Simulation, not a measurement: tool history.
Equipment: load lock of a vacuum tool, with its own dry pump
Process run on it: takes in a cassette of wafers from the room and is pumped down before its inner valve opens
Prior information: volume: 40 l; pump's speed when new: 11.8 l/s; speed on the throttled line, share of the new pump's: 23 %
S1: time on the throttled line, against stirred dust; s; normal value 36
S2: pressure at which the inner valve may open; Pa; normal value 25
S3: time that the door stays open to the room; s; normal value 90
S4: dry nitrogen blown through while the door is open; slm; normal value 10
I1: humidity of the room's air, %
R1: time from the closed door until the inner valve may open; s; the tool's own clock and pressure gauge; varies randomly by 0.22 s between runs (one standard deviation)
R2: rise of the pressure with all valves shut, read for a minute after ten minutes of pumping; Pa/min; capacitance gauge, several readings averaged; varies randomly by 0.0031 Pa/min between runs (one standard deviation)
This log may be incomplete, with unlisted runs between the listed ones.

run 1 hour=0 | S1=36 S2=25 S3=90 S4=10 | I1=44.1 | R1=55.9 R2=0.067
run 2 hour=122.9 | S1=36 S2=25 S3=90 S4=10 | I1=45.3 | R1=56.3 R2=0.074
run 3 hour=260.3 | S1=36 S2=25 S3=90 S4=10 | I1=47.7 | R1=56.1 R2=0.074
run 4 hour=414.6 | S1=36 S2=25 S3=90 S4=10 | I1=42.2 | R1=56.2 R2=0.064
run 5 hour=522.2 | S1=36 S2=25 S3=90 S4=10 | I1=44.9 | R1=55.9 R2=0.073
run 6 hour=591.8 | S1=36 S2=25 S3=90 S4=10 | I1=48.2 | R1=55.8 R2=0.075
run 7 hour=687.9 | S1=36 S2=25 S3=90 S4=10 | I1=44.6 | R1=55.9 R2=0.07
run 8 hour=767.8 | S1=36 S2=25 S3=90 S4=10 | I1=44.4 | R1=56 R2=0.069
run 9 hour=837.4 | S1=25 S2=25 S3=90 S4=39 | I1=46.6 | R1=47.4 R2=0.035
run 10 hour=999.2 | S1=36 S2=22 S3=90 S4=6 | I1=46.9 | R1=56.3 R2=0.084
run 11 hour=1091 | S1=36 S2=22 S3=90 S4=6 | I1=44.6 | R1=56.7 R2=0.074
run 12 hour=1250.9 | S1=36 S2=34 S3=90 S4=7 | I1=45.5 | R1=54.7 R2=0.077
run 13 hour=1355.6 | S1=36 S2=34 S3=90 S4=7 | I1=47.4 | R1=55.2 R2=0.078
run 14 hour=1505.5 | S1=36 S2=34 S3=90 S4=7 | I1=48.6 | R1=54.8 R2=0.083
run 15 hour=1637.3 | S1=65 S2=34 S3=90 S4=7 | I1=43.2 | R1=77.4 R2=0.074
run 16 hour=1793.9 | S1=23 S2=25 S3=39 S4=21 | I1=46.4 | R1=46 R2=0.032

The log once held 1 entry between its listed runs, left out of this copy. Where does each go, and what is different about the tool's unlogged condition between the listed run before it and the listed run after it?
From run 9 to run 10: door's seal changed, seat wiped (hour 878.9)
  leak at the door's seal, Pa l/s: 0.0027 -> 0.002
